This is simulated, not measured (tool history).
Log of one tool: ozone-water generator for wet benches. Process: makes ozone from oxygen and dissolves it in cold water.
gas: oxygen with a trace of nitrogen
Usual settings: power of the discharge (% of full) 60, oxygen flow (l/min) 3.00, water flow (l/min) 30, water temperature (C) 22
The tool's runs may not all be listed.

| run | day | power of the discharge (% of full) | oxygen flow (l/min) | water flow (l/min) | water temperature (C) | dissolved ozone (ppm) | ozone in the gas ahead of the water (g/m3) |
|---|---|---|---|---|---|---|---|
| 1 | 0.000 | 60 | 3.00 | 30 | 22 | 11.2 | 223.7 |
| 2 | 1.862 | 60 | 3.00 | 30 | 22 | 11.1 | 223.1 |
| 3 | 3.300 | 60 | 3.00 | 30 | 22 | 11.2 | 221.7 |
| 4 | 5.733 | 60 | 4.56 | 30 | 22 | 11.4 | 170.4 |
| 5 | 7.475 | 60 | 3.00 | 30 | 22 | 10.9 | 222.7 |
| 6 | 10.404 | 60 | 3.00 | 30 | 22 | 11.1 | 219.4 |
| 7 | 12.833 | 60 | 2.49 | 30 | 22 | 10.8 | 245.6 |
| 8 | 15.038 | 60 | 2.49 | 30 | 22 | 10.6 | 248.8 |
| 9 | 17.446 | 60 | 3.00 | 30 | 22 | 10.7 | 220.8 |
| 10 | 18.950 | 47 | 3.00 | 30 | 22 | 9.1 | 182.3 |
| 11 | 20.592 | 47 | 3.00 | 34 | 22 | 7.6 | 181.2 |
| 12 | 21.942 | 60 | 3.00 | 32 | 22 | 10.2 | 220.9 |
| 13 | 23.833 | 60 | 3.00 | 32 | 22 | 9.9 | 221.6 |
| 14 | 25.788 | 79 | 3.00 | 30 | 22 | 13.5 | 277.2 |
| 15 | 27.358 | 79 | 3.00 | 30 | 22 | 13.1 | 274.8 |
| 16 | 28.796 | 41 | 1.64 | 30 | 22 | 7.0 | 234.3 |
| 17 | 30.971 | 61 | 3.00 | 30 | 22 | 10.7 | 220.3 |
| 18 | 32.538 | 61 | 3.00 | 30 | 22 | 10.9 | 223.8 |
| 19 | 34.238 | 42 | 2.04 | 19 | 15 | 13.5 | 209.5 |
| 20 | 36.408 | 60 | 5.37 | 29 | 22 | 11.3 | 152.6 |
| 21 | 38.550 | 83 | 5.37 | 29 | 25 | 14.2 | 201.2 |
| 22 | 40.721 | 60 | 3.00 | 37 | 22 | 8.2 | 218.7 |
| 23 | 42.917 | 60 | 3.00 | 37 | 22 | 8.2 | 219.3 |
| 24 | 44.225 | 60 | 3.00 | 37 | 22 | 8.1 | 218.5 |

Forecast each of these 5 alternatives for the next run:
| A | 45.662 | 60 | 3.00 | 21 | 22 | ? | ? |
| B | 45.662 | 60 | 3.12 | 30 | 29 | ? | ? |
| C | 45.662 | 60 | 2.04 | 19 | 19 | ? | ? |
| D | 45.662 | 60 | 2.05 | 24 | 22 | ? | ? |
| E | 45.662 | 56 | 3.00 | 47 | 21 | ? | ? |

| run | dissolved ozone (ppm) | ozone in the gas ahead of the water (g/m3) |
|---|---|---|
| A | 15.6 | 217.3 |
| B | 10.0 | 212.4 |
| C | 17.2 | 275.1 |
| D | 13.0 | 274.3 |
| E | 6.0 | 205.4 |
Without the tool's hidden state the same runs would have given:
| run | dissolved ozone (ppm) | ozone in the gas ahead of the water (g/m3) |
|---|---|---|
| A | 17.8 | 230.8 |
| B | 11.6 | 225.5 |
| C | 19.6 | 292.2 |
| D | 15.0 | 291.3 |
| E | 7.0 | 217.3 |
